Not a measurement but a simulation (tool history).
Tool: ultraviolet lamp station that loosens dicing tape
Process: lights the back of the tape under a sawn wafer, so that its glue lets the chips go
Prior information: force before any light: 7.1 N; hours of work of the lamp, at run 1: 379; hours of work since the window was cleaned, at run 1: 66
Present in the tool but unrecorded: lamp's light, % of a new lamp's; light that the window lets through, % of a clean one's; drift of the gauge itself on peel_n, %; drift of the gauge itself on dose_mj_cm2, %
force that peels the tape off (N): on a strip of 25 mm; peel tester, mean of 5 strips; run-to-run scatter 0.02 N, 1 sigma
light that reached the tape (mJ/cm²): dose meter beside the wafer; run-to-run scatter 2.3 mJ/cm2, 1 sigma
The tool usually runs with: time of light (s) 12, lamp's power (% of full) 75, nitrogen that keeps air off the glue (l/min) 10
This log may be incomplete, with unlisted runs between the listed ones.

run   hour  time of light (s)  lamp's power (% of full)  nitrogen that keeps air off the glue (l/min)  hours of work of the lamp  hours of work since the window was cleaned  force that peels the tape off (N)  light that reached the tape (mJ/cm²)
  1      0                 12                        75                                            10                        379                                          66                              1.269                                   172
  2   12.1                 12                        75                                            10                        386                                          73                              1.312                                   174
  3   27.2                 12                        75                                            10                        395                                          81                               1.33                                   169
  4   38.6                 12                        75                                            10                        401                                          88                              1.321                                   170
  5   57.9                 12                        75                                            10                        412                                          98                              1.371                                   172
  6   72.8                 12                        75                                            10                        421                                         107                              1.363                                   173
  7   88.9                 12                        75                                            10                        430                                         116                              1.404                                   168
  8   97.7                 12                        75                                            17                        435                                         121                              1.195                                   164
  9  118.3                 12                        75                                            17                        446                                         133                              1.228                                   171
 10  138.2                 12                        73                                            10                        458                                         144                               1.51                                   159
 11    149                 12                        73                                            10                        464                                         150                              1.472                                   157
 12  168.7                 12                        73                                            10                        475                                         161                              1.539                                   158
 13  183.9                 12                        73                                            10                        483                                         170                              1.486                                   158
 14  201.6                 15                        75                                            10                        493                                         180                                  1                                   201
 15  212.2                 15                        75                                            10                        499                                         186                              1.046                                   199
 16  223.8                 12                        75                                            10                        506                                         192                              1.483                                   157
 17  240.4                 12                        75                                            10                        515                                         202                              1.544                                   161
 18    250                 12                        75                                            10                        521                                         207                               1.54                                   158
 19  267.6                 12                        75                                            10                        531                                         217                              1.497                                   154
     269.1  -- window cleaned of glue's vapour
 20  276.8                 12                        75                                            10                        536                                           4                              1.529                                   155
 21  294.4                 12                        75                                            10                        546                                          14                               1.56                                   153
     300.5  -- window cleaned of glue's vapour, once more
 22  312.9                 12                        75                                            10                        556                                           7                              1.453                                   163
 23  330.5                 12                        75                                             4                        566                                          17                              2.012                                   160
 24  340.9                 12                        75                                             4                        572                                          23                               1.92                                   156
 25  358.2                 17                        75                                             6                        581                                          33                              0.996                                   222
 26  370.4                  9                        83                                            10                        588                                          40                              2.008                                   129
 27  379.3                 15                        75                                             8                        593                                          45                              1.142                                   197
 28  389.5                 11                        90                                            10                        599                                          50                              1.379                                   173
 29  400.3                 11                        90                                            10                        605                                          56                              1.344                                   170
 30  413.3                 11                        77                                             6                        613                                          64                              1.957                                   144
 31  433.2                 12                        75                                             5                        624                                          75                              1.883                                   157
 32  447.3                 15                        75                                            10                        632                                          83                              1.116                                   192
 33  459.1                 16                        87                                            10                        638                                          90                               0.77                                   237
 34  475.4                 15                        81                                            11                        648                                          99                              0.969                                   203
 35  487.8                 12                        87                                            13                        655                                         106                              1.242                                   174
 36  508.4                  7                        74                                            10                        666                                         118                              2.936                                    87
 37    526                  7                        74                                            10                        676                                         128                              2.994                                    84
 38    536                  7                        74                                             4                        682                                         133                              3.565                                    86
 39  548.1                  7                        74                                             5                        689                                         140                              3.432                                    83
 40  556.7                 12                        70                                             6                        694                                         145                              2.113                                   139
 41  574.2                  8                        88                                            10                        704                                         155                              2.298                                   118
 42  587.4                  8                        92                                            10                        711                                         162                              2.169                                   120
 43  605.9                  8                        92                                            10                        722                                         173                              2.242                                   117

Some steps in force that peels the tape off (N), run to run, broken into two amounts with sign: the step expected even without the hidden condition (settings, incoming material, random variation), and the rest, left for the hidden condition together with whatever gauge scatter is not in both the measured and the hidden-condition-free result:
Run 24 -> 25: time of light (s) 12 -> 17, nitrogen that keeps air off the glue (l/min) 4 -> 6. force that peels the tape off (N) -0.924: hidden state -0.197, all else -0.727.
Run 25 -> 26: time of light (s) 17 -> 9, lamp's power (% of full) 75 -> 83, nitrogen that keeps air off the glue (l/min) 6 -> 10. force that peels the tape off (N) +1.012: hidden state +0.251, all else +0.761.
Run 35 -> 36: time of light (s) 12 -> 7, lamp's power (% of full) 87 -> 74, nitrogen that keeps air off the glue (l/min) 13 -> 10. force that peels the tape off (N) +1.694: hidden state +0.27, all else +1.424.
Run 39 -> 40: time of light (s) 7 -> 12, lamp's power (% of full) 74 -> 70, nitrogen that keeps air off the glue (l/min) 5 -> 6. force that peels the tape off (N) -1.319: hidden state -0.075, all else -1.244.
